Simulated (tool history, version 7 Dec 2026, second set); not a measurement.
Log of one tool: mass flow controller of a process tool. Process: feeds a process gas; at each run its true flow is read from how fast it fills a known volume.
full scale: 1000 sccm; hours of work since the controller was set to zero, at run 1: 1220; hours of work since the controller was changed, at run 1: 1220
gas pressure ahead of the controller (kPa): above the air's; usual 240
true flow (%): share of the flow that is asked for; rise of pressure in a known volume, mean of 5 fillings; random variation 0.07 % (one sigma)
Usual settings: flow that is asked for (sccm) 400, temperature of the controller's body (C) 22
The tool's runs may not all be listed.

| run | hour | flow that is asked for (sccm) | gas pressure ahead of the controller (kPa) | temperature of the controller's body (C) | hours of work since the controller was set to zero | hours of work since the controller was changed | true flow (%) |
|---|---|---|---|---|---|---|---|
| 1 | 0.0 | 400 | 240 | 22 | 1220 | 1220 | 97.48 |
| 2 | 52.6 | 400 | 240 | 22 | 1241 | 1241 | 97.38 |
| 3 | 131.4 | 400 | 240 | 22 | 1271 | 1271 | 97.38 |
| 4 | 197.1 | 189 | 240 | 22 | 1297 | 1297 | 96.01 |
| 5 | 271.4 | 189 | 240 | 22 | 1326 | 1326 | 95.96 |
| 6 | 365.1 | 189 | 240 | 22 | 1363 | 1363 | 95.97 |
| 7 | 455.4 | 189 | 240 | 22 | 1398 | 1398 | 95.78 |
| 8 | 526.3 | 118 | 240 | 22 | 1426 | 1426 | 94.78 |
|  | 534.2 | controller's zero set anew |
| 9 | 604.6 | 118 | 240 | 22 | 27 | 1456 | 94.28 |
| 10 | 654.2 | 118 | 240 | 22 | 47 | 1475 | 94.14 |
| 11 | 760.6 | 118 | 240 | 27 | 88 | 1517 | 93.55 |
| 12 | 832.2 | 487 | 225 | 27 | 116 | 1545 | 97.05 |
|  | 904.4 | controller's zero set anew, once more |
| 13 | 915.7 | 147 | 240 | 22 | 4 | 1577 | 96.85 |
| 14 | 975.4 | 147 | 240 | 22 | 28 | 1601 | 96.80 |
| 15 | 1048.0 | 660 | 231 | 22 | 56 | 1629 | 98.65 |
| 16 | 1112.2 | 400 | 221 | 27 | 81 | 1654 | 97.27 |
| 17 | 1205.8 | 257 | 154 | 37 | 118 | 1691 | 95.67 |

Some steps in true flow (%) between neighbouring runs. How much of each would the tool show without its hidden state too (settings, what came in, random variation), and how much is left for the hidden state, with any gauge scatter that isn't in both results?
The hidden state here: flow at rest that the sensor doesn't see, % of full scale; true flow over the shown one, %; drift of the gauge itself on true_pct, %.
Run 11 -> 12: flow that is asked for (sccm) 118 -> 487, gas pressure ahead of the controller (kPa) 240 -> 225. true flow (%) +3.50: hidden state +2.22, all else +1.28.
